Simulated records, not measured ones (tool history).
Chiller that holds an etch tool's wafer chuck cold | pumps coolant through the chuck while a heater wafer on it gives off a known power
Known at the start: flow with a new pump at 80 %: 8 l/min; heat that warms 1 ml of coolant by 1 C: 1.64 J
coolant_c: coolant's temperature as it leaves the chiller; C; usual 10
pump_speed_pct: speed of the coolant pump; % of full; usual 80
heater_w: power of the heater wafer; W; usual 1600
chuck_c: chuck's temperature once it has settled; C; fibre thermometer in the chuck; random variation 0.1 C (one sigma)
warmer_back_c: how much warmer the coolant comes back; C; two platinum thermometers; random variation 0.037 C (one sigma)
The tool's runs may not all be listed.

run   hour  coolant_c  pump_speed_pct  heater_w  chuck_c  warmer_back_c
  1    0.0         10              80      1600     28.0           7.29
  2   62.6         10              80      1600     28.1           7.32
  3  131.5         10              80      1600     28.2           7.30
  4  184.7         10              80      1600     28.2           7.24
  5  253.2         10              80      1600     28.2           7.16
  6  288.0         10              80      1600     28.2           7.20
  7  335.7         10              80      1600     28.2           7.19
  8  374.8         13              80      1600     31.2           7.17
  9  403.9         13              80      1600     31.2           7.11
 10  433.7         19              80      1600     37.1           7.11
 11  490.4         19              80      1600     37.2           7.11
 12  538.4         19              80      1600     36.9           7.07
 13  594.6         10              80      1600     28.1           7.10
 14  633.5         10              68      1600     30.4           8.43
 15  688.9         10              80      1167     23.3           5.04
 16  724.1         10              80      1167     23.2           5.09
 17  759.6         10              74      1149     23.8           5.44
 18  795.6         10              74      1149     23.6           5.41
 19  839.8         15              93      1600     31.3           5.97

Run 20 comes next. What will it give?
 20  910.4         10              77      1498        ?              ?

Run 20 gave chuck_c 27.5 C, warmer_back_c 6.74 C.
Without the tool's hidden state the same run would have given chuck_c 27.5 C, warmer_back_c 7.07 C.

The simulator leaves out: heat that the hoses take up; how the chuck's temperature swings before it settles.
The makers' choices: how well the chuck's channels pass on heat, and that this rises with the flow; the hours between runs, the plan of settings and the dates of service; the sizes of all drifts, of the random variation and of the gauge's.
